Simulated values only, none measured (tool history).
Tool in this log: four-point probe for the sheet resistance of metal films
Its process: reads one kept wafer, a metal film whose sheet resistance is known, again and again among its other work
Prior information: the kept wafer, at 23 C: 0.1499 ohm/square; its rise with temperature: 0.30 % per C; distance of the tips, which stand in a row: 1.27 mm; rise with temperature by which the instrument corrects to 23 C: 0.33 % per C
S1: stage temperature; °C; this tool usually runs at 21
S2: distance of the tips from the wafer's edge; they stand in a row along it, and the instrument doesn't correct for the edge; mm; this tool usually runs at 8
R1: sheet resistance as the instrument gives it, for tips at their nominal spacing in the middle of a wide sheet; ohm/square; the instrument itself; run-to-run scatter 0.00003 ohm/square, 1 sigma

run	day	S1	S2	R1
1	0	21	8	0.151949
2	1.05	29	8	0.151589
3	2.038	21	44	0.149966
4	2.662	21	44	0.150015
5	3.212	21	44	0.150017
6	3.904	21	44	0.150048
7	4.604	21	44	0.150125
8	5.7	21	8	0.152076
9	6.233	21	62	0.150078
10	7.25	21	62	0.150041
11	7.871	21	62	0.15012
12	8.742	21	5	0.155153
13	9.8	21	4	0.15778
14	10.808	21	4	0.157807
15	11.871	20	8	0.152237
16	12.442	21	8	0.152178

The next listed run, before its measurement:
17	13.496	22	12	?

{"run 17": {"R1": 0.151055}}
Without the tool's hidden state the same run would have given R1 0.150863 ohm/square.
